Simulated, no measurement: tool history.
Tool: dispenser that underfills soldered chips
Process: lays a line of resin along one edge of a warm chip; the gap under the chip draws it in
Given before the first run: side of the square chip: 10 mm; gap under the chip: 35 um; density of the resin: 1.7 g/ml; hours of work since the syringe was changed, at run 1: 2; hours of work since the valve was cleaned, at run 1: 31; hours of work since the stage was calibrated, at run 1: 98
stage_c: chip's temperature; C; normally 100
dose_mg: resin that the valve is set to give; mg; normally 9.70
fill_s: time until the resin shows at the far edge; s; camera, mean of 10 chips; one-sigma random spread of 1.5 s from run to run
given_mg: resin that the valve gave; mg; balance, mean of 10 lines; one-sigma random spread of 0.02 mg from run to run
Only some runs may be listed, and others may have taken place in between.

| run | hour | stage_c | dose_mg | hours of work since the syringe was changed | hours of work since the valve was cleaned | hours of work since the stage was calibrated | fill_s | given_mg |
|---|---|---|---|---|---|---|---|---|
| 1 | 0.0 | 100 | 9.70 | 2 | 31 | 98 | 168.8 | 9.48 |
|  | 9.0 | new syringe of resin |
| 2 | 14.4 | 100 | 9.70 | 4 | 41 | 107 | 178.9 | 9.39 |
|  | 21.3 | new syringe of resin |
| 3 | 30.2 | 100 | 9.70 | 6 | 51 | 118 | 202.3 | 9.33 |
|  | 33.3 | new syringe of resin |
|  | 38.9 | dispensing valve cleaned and set on the balance |
| 4 | 42.6 | 100 | 9.70 | 6 | 3 | 126 | 199.7 | 9.69 |
|  | 46.1 | new syringe of resin |
| 5 | 56.8 | 89 | 9.70 | 7 | 12 | 135 | 350.6 | 9.64 |
|  | 58.0 | new syringe of resin |
|  | 70.2 | new syringe of resin |
| 6 | 70.2 | 89 | 9.70 | 0 | 21 | 144 | 244.1 | 9.58 |
|  | 82.4 | new syringe of resin |
| 7 | 87.2 | 89 | 9.70 | 3 | 32 | 155 | 286.6 | 9.49 |
|  | 94.8 | new syringe of resin |
| 8 | 96.7 | 89 | 9.70 | 1 | 39 | 162 | 261.7 | 9.43 |
|  | 107.0 | new syringe of resin |
| 9 | 112.8 | 89 | 9.70 | 4 | 49 | 173 | 300.4 | 9.34 |
|  | 119.2 | new syringe of resin |
|  | 124.3 | dispensing valve cleaned and set on the balance |
| 10 | 129.4 | 88 | 9.70 | 6 | 3 | 183 | 345.3 | 9.71 |
|  | 132.5 | new syringe of resin |
| 11 | 139.2 | 88 | 9.70 | 5 | 10 | 190 | 322.5 | 9.62 |
|  | 144.7 | new syringe of resin |
| 12 | 148.6 | 88 | 9.70 | 3 | 16 | 196 | 300.6 | 9.59 |
|  | 156.6 | new syringe of resin |
| 13 | 164.4 | 88 | 9.70 | 5 | 27 | 206 | 332.9 | 9.52 |
|  | 168.9 | new syringe of resin |
|  | 181.6 | new syringe of resin |
| 14 | 181.9 | 88 | 9.70 | 0 | 38 | 218 | 261.9 | 9.44 |
| 15 | 191.4 | 109 | 9.70 | 7 | 45 | 225 | 145.4 | 9.39 |
|  | 193.4 | new syringe of resin |
| 16 | 202.0 | 107 | 9.70 | 6 | 52 | 232 | 155.6 | 9.33 |
|  | 205.9 | new syringe of resin |
|  | 210.6 | dispensing valve cleaned and set on the balance |
| 17 | 217.0 | 113 | 8.99 | 7 | 4 | 241 | 129.8 | 8.92 |
|  | 218.9 | new syringe of resin |
| 18 | 229.4 | 96 | 8.55 | 7 | 13 | 249 | 264.8 | 8.44 |
|  | 230.8 | new syringe of resin |
| 19 | 239.8 | 96 | 8.55 | 6 | 20 | 256 | 247.1 | 8.41 |
|  | 243.3 | new syringe of resin |
|  | 255.6 | new syringe of resin |
| 20 | 255.6 | 96 | 8.55 | 0 | 30 | 267 | 194.6 | 8.34 |
| 21 | 262.9 | 86 | 10.08 | 5 | 35 | 272 | 370.7 | 9.76 |
|  | 267.4 | new syringe of resin |
|  | 279.5 | new syringe of resin |
| 22 | 279.7 | 86 | 10.08 | 0 | 46 | 283 | 291.3 | 9.68 |
| 23 | 287.6 | 86 | 9.88 | 6 | 52 | 288 | 377.2 | 9.42 |
|  | 291.2 | new syringe of resin |
|  | 296.3 | dispensing valve cleaned and set on the balance |
|  | 304.5 | new syringe of resin |
| 24 | 304.7 | 86 | 11.99 | 0 | 6 | 299 | 292.3 | 11.95 |
| 25 | 314.2 | 86 | 11.99 | 7 | 12 | 305 | 390.1 | 11.88 |
|  | 316.7 | new syringe of resin |
| 26 | 324.5 | 107 | 8.35 | 5 | 19 | 312 | 154.1 | 8.22 |
|  | 329.4 | new syringe of resin |
| 27 | 334.9 | 112 | 9.96 | 4 | 26 | 319 | 117.0 | 9.76 |
|  | 341.3 | new syringe of resin |
| 28 | 349.8 | 112 | 9.96 | 6 | 36 | 329 | 129.4 | 9.71 |
|  | 353.4 | new syringe of resin |
| 29 | 361.6 | 112 | 9.96 | 6 | 44 | 337 | 126.7 | 9.64 |
|  | 365.4 | new syringe of resin |
| 30 | 372.5 | 112 | 9.96 | 5 | 51 | 344 | 124.5 | 9.58 |
|  | 377.9 | new syringe of resin |
|  | 381.7 | dispensing valve cleaned and set on the balance |
| 31 | 384.6 | 112 | 9.96 | 4 | 2 | 352 | 117.3 | 9.93 |
|  | 391.1 | new syringe of resin |
| 32 | 398.5 | 111 | 9.43 | 5 | 11 | 361 | 132.1 | 9.34 |

3 options for the next run, each taken on its own from the tool as it stands now. Forecast them:
|  | 403.0 | new syringe of resin |
| A | 414.2 | 98 | 9.70 | 8 | 22 | 372 | ? | ? |
|  | 403.0 | new syringe of resin |
| B | 414.2 | 103 | 9.43 | 8 | 22 | 372 | ? | ? |
|  | 403.0 | new syringe of resin |
| C | 414.2 | 108 | 12.54 | 8 | 22 | 372 | ? | ? |

| run | fill_s | given_mg |
|---|---|---|
| A | 252.7 | 9.55 |
| B | 206.5 | 9.33 |
| C | 165.2 | 12.35 |
With no hidden state in the tool, these same runs would have given:
| run | fill_s | given_mg |
|---|---|---|
| A | 162.5 | 9.69 |
| B | 132.9 | 9.47 |
| C | 107.0 | 12.54 |

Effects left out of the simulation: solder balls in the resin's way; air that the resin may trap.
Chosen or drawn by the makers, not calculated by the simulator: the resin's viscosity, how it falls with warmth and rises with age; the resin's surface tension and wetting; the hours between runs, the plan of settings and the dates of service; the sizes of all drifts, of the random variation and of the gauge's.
